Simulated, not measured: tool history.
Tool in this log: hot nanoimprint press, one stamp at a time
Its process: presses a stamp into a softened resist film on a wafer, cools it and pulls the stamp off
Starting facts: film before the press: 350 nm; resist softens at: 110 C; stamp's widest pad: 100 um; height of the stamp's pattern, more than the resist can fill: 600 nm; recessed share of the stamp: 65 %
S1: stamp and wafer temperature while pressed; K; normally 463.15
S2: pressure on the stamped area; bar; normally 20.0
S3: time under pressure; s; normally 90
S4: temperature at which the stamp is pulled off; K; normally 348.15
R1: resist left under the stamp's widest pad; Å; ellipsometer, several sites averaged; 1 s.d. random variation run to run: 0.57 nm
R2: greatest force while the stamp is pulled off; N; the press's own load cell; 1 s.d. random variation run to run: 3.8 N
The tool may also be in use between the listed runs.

Run 1, hour 0.0: usual settings. Result: R1 1433 Å, R2 195 N.
Run 2, hour 53.4: usual settings. Result: R1 1413 Å, R2 210 N.
Run 3, hour 104.4: usual settings. Result: R1 1421 Å, R2 210 N.
Run 4, hour 149.7: usual settings. Result: R1 1421 Å, R2 214 N.
Run 5, hour 218.4: usual settings. Result: R1 1416 Å, R2 222 N.
Run 6, hour 253.0: usual settings. Result: R1 1416 Å, R2 218 N.
At hour 276.7: press's hydraulic seals changed and the load cell set to zero.
Run 7, hour 311.8: usual settings. Result: R1 1366 Å, R2 222 N.
At hour 325.7: plate thermocouple calibrated.
Run 8, hour 380.4: usual settings. Result: R1 1381 Å, R2 222 N.
Run 9, hour 416.3: usual settings. Result: R1 1384 Å, R2 230 N.

Expected results for the next run?
Run 10, hour 468.0: usual settings but S1 459.15 K, S2 16.8 bar, S3 72 s, S4 351.15 K. Result: R1 ?, R2 ?.

Run 10 came out at R1 1847 Å, R2 230 N.
If the tool had no hidden condition, the same run with the same run-to-run variation would have returned R1 1856 Å, R2 174 N.
